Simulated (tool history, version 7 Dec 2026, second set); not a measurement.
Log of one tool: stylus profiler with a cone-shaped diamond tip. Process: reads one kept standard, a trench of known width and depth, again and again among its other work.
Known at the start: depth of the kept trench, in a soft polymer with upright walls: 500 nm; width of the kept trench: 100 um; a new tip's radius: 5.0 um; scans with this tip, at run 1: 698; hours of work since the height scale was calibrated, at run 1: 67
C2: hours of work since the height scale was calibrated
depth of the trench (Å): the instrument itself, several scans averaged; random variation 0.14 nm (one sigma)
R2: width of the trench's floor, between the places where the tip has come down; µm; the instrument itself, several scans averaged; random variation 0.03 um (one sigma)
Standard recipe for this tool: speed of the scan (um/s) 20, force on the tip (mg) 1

{"run": 1, "hour": 0.0, "speed of the scan (um/s)": 20, "force on the tip (mg)": 1, "scans with this tip": 698, "C2": 67, "depth of the trench (Å)": 5049.1, "R2": 95.46}
{"run": 2, "hour": 30.1, "speed of the scan (um/s)": 20, "force on the tip (mg)": 2.46, "scans with this tip": 827, "C2": 80, "depth of the trench (Å)": 5088.8, "R2": 95.47}
{"run": 3, "hour": 58.4, "speed of the scan (um/s)": 20, "force on the tip (mg)": 0.82, "scans with this tip": 948, "C2": 91, "depth of the trench (Å)": 5042.8, "R2": 95.43}
{"run": 4, "hour": 81.8, "speed of the scan (um/s)": 20, "force on the tip (mg)": 1, "scans with this tip": 1049, "C2": 101, "depth of the trench (Å)": 5047.6, "R2": 95.42}
{"run": 5, "hour": 109.8, "speed of the scan (um/s)": 58, "force on the tip (mg)": 1, "scans with this tip": 1169, "C2": 113, "depth of the trench (Å)": 5050.5, "R2": 95.19}
{"run": 6, "hour": 140.1, "speed of the scan (um/s)": 9, "force on the tip (mg)": 1, "scans with this tip": 1299, "C2": 125, "depth of the trench (Å)": 5051.2, "R2": 95.44}
{"run": 7, "hour": 162.5, "speed of the scan (um/s)": 9, "force on the tip (mg)": 1, "scans with this tip": 1395, "C2": 134, "depth of the trench (Å)": 5048.8, "R2": 95.44}
{"run": 8, "hour": 182.5, "speed of the scan (um/s)": 9, "force on the tip (mg)": 1, "scans with this tip": 1481, "C2": 143, "depth of the trench (Å)": 5052, "R2": 95.44}
{"run": 9, "hour": 222.4, "speed of the scan (um/s)": 20, "force on the tip (mg)": 1.6, "scans with this tip": 1652, "C2": 159, "depth of the trench (Å)": 5070.2, "R2": 95.34}
{"run": 10, "hour": 245.5, "speed of the scan (um/s)": 6, "force on the tip (mg)": 1, "scans with this tip": 1752, "C2": 169, "depth of the trench (Å)": 5051.6, "R2": 95.38}
{"run": 11, "hour": 281.5, "speed of the scan (um/s)": 6, "force on the tip (mg)": 1, "scans with this tip": 1906, "C2": 183, "depth of the trench (Å)": 5050.2, "R2": 95.39}
{"run": 12, "hour": 301.1, "speed of the scan (um/s)": 20, "force on the tip (mg)": 0.35, "scans with this tip": 1991, "C2": 192, "depth of the trench (Å)": 5026.8, "R2": 95.21}
{"run": 13, "hour": 331.5, "speed of the scan (um/s)": 20, "force on the tip (mg)": 0.35, "scans with this tip": 2121, "C2": 204, "depth of the trench (Å)": 5028.2, "R2": 95.19}
{"run": 14, "hour": 367.5, "speed of the scan (um/s)": 20, "force on the tip (mg)": 2.72, "scans with this tip": 2275, "C2": 219, "depth of the trench (Å)": 5094.3, "R2": 95.33}

Run 15 has not been measured yet. What should we expect?
{"run": 15, "hour": 390.4, "speed of the scan (um/s)": 20, "force on the tip (mg)": 2.72, "scans with this tip": 2374, "C2": 228, "depth of the trench (Å)": "?", "R2": "?"}

Run 15 measured depth of the trench (Å) 5096.2, R2 95.21 µm.
Were there no unlogged condition in the tool, this run, its random variation unchanged, would have produced depth of the trench (Å) 5089.7, R2 95.52 µm.
